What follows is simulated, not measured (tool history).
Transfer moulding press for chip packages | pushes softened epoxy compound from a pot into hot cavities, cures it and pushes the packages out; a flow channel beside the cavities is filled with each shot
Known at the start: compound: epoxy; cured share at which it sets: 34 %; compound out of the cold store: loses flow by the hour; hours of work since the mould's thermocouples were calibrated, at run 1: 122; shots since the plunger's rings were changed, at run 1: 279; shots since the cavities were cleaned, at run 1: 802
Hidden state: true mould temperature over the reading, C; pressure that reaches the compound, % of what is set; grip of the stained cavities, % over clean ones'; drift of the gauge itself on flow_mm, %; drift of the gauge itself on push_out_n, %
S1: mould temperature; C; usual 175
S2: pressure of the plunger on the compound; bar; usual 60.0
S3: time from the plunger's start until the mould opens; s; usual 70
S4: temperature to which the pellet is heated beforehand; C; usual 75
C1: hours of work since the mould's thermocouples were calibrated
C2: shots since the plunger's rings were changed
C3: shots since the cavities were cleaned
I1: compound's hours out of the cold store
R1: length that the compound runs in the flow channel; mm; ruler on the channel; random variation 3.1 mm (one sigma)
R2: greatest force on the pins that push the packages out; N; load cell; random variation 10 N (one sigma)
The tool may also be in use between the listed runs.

run    day   S1    S2   S3  S4   C1    C2    C3    I1   R1    R2
  1  0.000  175  60.0   70  75  122   279   802  37.2  892   730
  2  0.425  175  60.0   70  75  130   492  1015  24.1  929   743
     0.575  -- cavities cleaned with cleaning compound and waxed
  3  1.362  175  60.0   52  75  147   926   391  31.4  905  1420
  4  2.129  175  60.0   70  75  161  1307   772  38.4  882   722
     2.758  -- cavities cleaned with cleaning compound and waxed
  5  2.833  175  60.0   70  75  174  1626    37   8.7  957   529
  6  3.550  175  48.9   70  75  187  1985   396  10.0  856   698
  7  3.983  175  48.9  101  75  195  2201   612  28.9  804   398
  8  4.446  175  60.0   74  75  204  2429   840  40.8  861   631
     4.954  -- cavities cleaned with cleaning compound and waxed
  9  5.350  175  60.0   74  75  220  2848   196  20.6  902   499
 10  5.729  175  60.0   80  75  227  3037   385  40.0  857   459
 11  6.158  175  60.0   63  75  236  3252   600  41.8  851   925
 12  6.812  179  60.0   70  75  248  3577   925  24.4  876   597
     7.171  -- cavities cleaned with cleaning compound and waxed
 13  7.258  175  60.0   70  75  255  3768    45  20.0  901   522
 14  8.129  175  71.6   70  75  272  4201   478  16.0  985   674
 15  8.629  175  60.0   70  80  281  4449   726  23.6  878   705
 16  9.083  175  60.0   70  80  290  4675   952  22.7  884   790
     9.346  -- cavities cleaned with cleaning compound and waxed
 17  9.496  178  65.8   70  71  296  4850    74  22.0  913   445

Forecast run 18:
 18  10.329  168  57.1  86  66  312  5264  488  10.4   ?   ?

R1: 896 mm
R2: 736 N
Without the tool's hidden state the same run would have given R1 963 mm, R2 471 N.
